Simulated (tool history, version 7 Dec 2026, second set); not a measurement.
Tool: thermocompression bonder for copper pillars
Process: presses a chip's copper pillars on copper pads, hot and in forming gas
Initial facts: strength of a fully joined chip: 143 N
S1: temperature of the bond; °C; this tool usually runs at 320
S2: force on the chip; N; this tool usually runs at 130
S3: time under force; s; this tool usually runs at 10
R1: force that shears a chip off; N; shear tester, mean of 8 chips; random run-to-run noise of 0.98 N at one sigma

run,day,S1,S2,S3,R1
1,0.000,320,130,10,81.3
2,0.867,320,130,10,79.2
3,1.567,320,130,10,79.7
4,2.762,345,130,10,99.3
5,4.017,345,130,10,98.3
6,4.842,345,130,10,97.2
# day 5.058: heater calibrated with a thermocouple chip
7,5.621,345,130,10,97.8
8,6.508,345,130,10,96.4
9,7.771,320,130,10,78.1
10,8.921,337,186,14,112.0
11,10.196,337,186,14,112.5
# day 10.546: heater calibrated with a thermocouple chip, once more
12,11.512,297,130,10,62.4

Run 13 is up next; what results do you expect?
13,12.212,320,116,10,?

{"run 13": {"R1": 72.7}}
On a tool with no hidden condition, and with the same random variation, this run would have come out at R1 77.1 N.
